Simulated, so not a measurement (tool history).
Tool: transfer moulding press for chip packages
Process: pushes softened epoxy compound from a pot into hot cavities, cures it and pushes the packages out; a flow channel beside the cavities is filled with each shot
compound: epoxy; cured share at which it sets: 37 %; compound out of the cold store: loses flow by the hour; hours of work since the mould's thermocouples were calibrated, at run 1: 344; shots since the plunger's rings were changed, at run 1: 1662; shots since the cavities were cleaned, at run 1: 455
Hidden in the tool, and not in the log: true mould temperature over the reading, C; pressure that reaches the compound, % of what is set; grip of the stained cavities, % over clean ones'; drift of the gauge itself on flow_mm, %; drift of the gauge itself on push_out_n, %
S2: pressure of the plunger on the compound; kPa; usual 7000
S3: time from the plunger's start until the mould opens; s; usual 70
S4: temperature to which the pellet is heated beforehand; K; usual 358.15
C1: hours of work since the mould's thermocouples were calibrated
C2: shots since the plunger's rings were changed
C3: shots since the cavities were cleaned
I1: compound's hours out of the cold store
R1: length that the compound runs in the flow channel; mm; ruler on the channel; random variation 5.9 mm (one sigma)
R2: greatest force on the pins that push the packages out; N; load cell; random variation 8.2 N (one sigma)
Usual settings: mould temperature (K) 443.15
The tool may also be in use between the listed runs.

Run 1, hour 0: usual settings; C1 344; C2 1662; C3 455; I1 17.1. Result: R1 743 mm, R2 687 N.
At hour 6.1: cavities cleaned with cleaning compound and waxed.
Run 2, hour 31.3: usual settings; C1 360; C2 2030; C3 311; I1 17.4. Result: R1 733 mm, R2 612 N.
At hour 48.9: cavities cleaned with cleaning compound and waxed.
Run 3, hour 72: usual settings but mould temperature (K) 440.15; C1 382; C2 2512; C3 284; I1 36.8. Result: R1 664 mm, R2 705 N.
At hour 91.9: cavities cleaned with cleaning compound and waxed.
Run 4, hour 118.4: usual settings; C1 407; C2 3066; C3 327; I1 46.5. Result: R1 605 mm, R2 561 N.
At hour 133.8: cavities cleaned with cleaning compound and waxed.
Run 5, hour 150.6: usual settings; C1 425; C2 3444; C3 207; I1 29.4. Result: R1 662 mm, R2 546 N.
At hour 174.8: cavities cleaned with cleaning compound and waxed.
Run 6, hour 194.4: usual settings; C1 448; C2 3965; C3 241; I1 19.1. Result: R1 696 mm, R2 585 N.
At hour 221.2: cavities cleaned with cleaning compound and waxed.
Run 7, hour 246.2: usual settings; C1 477; C2 4585; C3 308; I1 30.5. Result: R1 639 mm, R2 605 N.
At hour 264.1: cavities cleaned with cleaning compound and waxed.
At hour 283.8: plunger's sealing rings changed.
Run 8, hour 285.3: usual settings but S2 6470 kPa; C1 496; C2 17; C3 229; I1 48. Result: R1 625 mm, R2 540 N.
At hour 310: cavities cleaned with cleaning compound and waxed.
Run 9, hour 322.3: usual settings but S2 6470 kPa; C1 516; C2 455; C3 151; I1 15.7. Result: R1 729 mm, R2 531 N.
At hour 353.9: cavities cleaned with cleaning compound and waxed.
Run 10, hour 381.7: usual settings but S2 8010 kPa; C1 549; C2 1168; C3 343; I1 16.9. Result: R1 792 mm, R2 635 N.
At hour 397: cavities cleaned with cleaning compound and waxed.
At hour 440.1: cavities cleaned with cleaning compound and waxed.
Run 11, hour 446.1: usual settings but S4 351.15 K; C1 583; C2 1926; C3 75; I1 9.9. Result: R1 760 mm, R2 530 N.
At hour 481.3: cavities cleaned with cleaning compound and waxed.
Run 12, hour 500.7: usual settings but S4 360.15 K; C1 613; C2 2579; C3 239; I1 39.4. Result: R1 643 mm, R2 528 N.
At hour 526.8: cavities cleaned with cleaning compound and waxed.
Run 13, hour 535.6: usual settings; C1 632; C2 2991; C3 109; I1 43.8. Result: R1 615 mm, R2 453 N.
Run 14, hour 561.4: usual settings but mould temperature (K) 442.15, S4 355.15 K; C1 647; C2 3308; C3 426; I1 10.8. Result: R1 717 mm, R2 810 N.
At hour 568.5: cavities cleaned with cleaning compound and waxed.
At hour 574.4: mould's thermocouples calibrated.
At hour 613.9: cavities cleaned with cleaning compound and waxed.
Run 15, hour 622.5: usual settings but mould temperature (K) 442.15, S2 8660 kPa, S4 359.15 K; C1 26; C2 4000; C3 105; I1 27.3. Result: R1 740 mm, R2 488 N.
At hour 658.2: cavities cleaned with cleaning compound and waxed.
Run 16, hour 663.4: usual settings but S3 65 s, S4 365.15 K; C1 48; C2 4485; C3 64; I1 8.1. Result: R1 727 mm, R2 581 N.
Run 17, hour 696.3: usual settings but S3 65 s, S4 355.15 K; C1 67; C2 4891; C3 470; I1 36. Result: R1 617 mm, R2 804 N.
At hour 701.8: cavities cleaned with cleaning compound and waxed.
At hour 709.3: plunger's sealing rings changed.
At hour 747.3: cavities cleaned with cleaning compound and waxed.
Run 18, hour 747.5: usual settings but S3 51 s, S4 355.15 K; C1 92; C2 453; C3 3; I1 26.9. Result: R1 695 mm, R2 917 N.
Run 19, hour 781.9: usual settings but mould temperature (K) 450.15, S4 349.15 K; C1 112; C2 877; C3 427; I1 32.5. Result: R1 666 mm, R2 459 N.
At hour 788.1: cavities cleaned with cleaning compound and waxed.
Run 20, hour 811.8: usual settings but S2 6050 kPa, S4 362.15 K; C1 128; C2 1228; C3 293; I1 30.6. Result: R1 642 mm, R2 551 N.
At hour 829.8: cavities cleaned with cleaning compound and waxed.
Run 21, hour 846.7: usual settings but S3 51 s; C1 147; C2 1639; C3 209; I1 25.5. Result: R1 711 mm, R2 1257 N.
At hour 874.3: cavities cleaned with cleaning compound and waxed.
Run 22, hour 905.9: usual settings but S2 8120 kPa, S4 364.15 K; C1 179; C2 2349; C3 388; I1 15.9. Result: R1 771 mm, R2 629 N.
At hour 915.5: cavities cleaned with cleaning compound and waxed.
Run 23, hour 953.1: usual settings but mould temperature (K) 445.15, S2 5880 kPa, S4 367.15 K; C1 205; C2 2913; C3 463; I1 33. Result: R1 595 mm, R2 550 N.
At hour 957.5: cavities cleaned with cleaning compound and waxed.
At hour 999.9: cavities cleaned with cleaning compound and waxed.
Run 24, hour 1001: usual settings but mould temperature (K) 444.15, S2 5880 kPa; C1 230; C2 3466; C3 14; I1 14.3. Result: R1 652 mm, R2 402 N.
Run 25, hour 1026.9: usual settings but mould temperature (K) 444.15, S2 5880 kPa; C1 244; C2 3785; C3 333; I1 42.7. Result: R1 564 mm, R2 529 N.

4 ways to go on from here, each from the tool as it stands after run 25. What would each give?
At hour 1042.1: cavities cleaned with cleaning compound and waxed.
Run A, hour 1056.5: usual settings but S2 5770 kPa, S3 69 s, S4 366.15 K; C1 260; C2 4131; C3 177; I1 25.6. Result: R1 ?, R2 ?.
At hour 1042.1: cavities cleaned with cleaning compound and waxed.
Run B, hour 1056.5: usual settings but mould temperature (K) 436.15, S2 6760 kPa; C1 260; C2 4131; C3 177; I1 40.6. Result: R1 ?, R2 ?.
At hour 1042.1: cavities cleaned with cleaning compound and waxed.
Run C, hour 1056.5: usual settings but S2 6190 kPa, S4 362.15 K; C1 260; C2 4131; C3 177; I1 19.2. Result: R1 ?, R2 ?.
At hour 1042.1: cavities cleaned with cleaning compound and waxed.
Run D, hour 1056.5: usual settings but mould temperature (K) 439.15, S2 5880 kPa, S3 57 s, S4 365.15 K; C1 260; C2 4131; C3 177; I1 44.2. Result: R1 ?, R2 ?.

run   R1   R2
  A  596  495
  B  628  856
  C  646  510
  D  556  996
Without the tool's hidden state the same runs would have given:
run   R1   R2
  A  651  359
  B  684  624
  C  705  367
  D  607  730

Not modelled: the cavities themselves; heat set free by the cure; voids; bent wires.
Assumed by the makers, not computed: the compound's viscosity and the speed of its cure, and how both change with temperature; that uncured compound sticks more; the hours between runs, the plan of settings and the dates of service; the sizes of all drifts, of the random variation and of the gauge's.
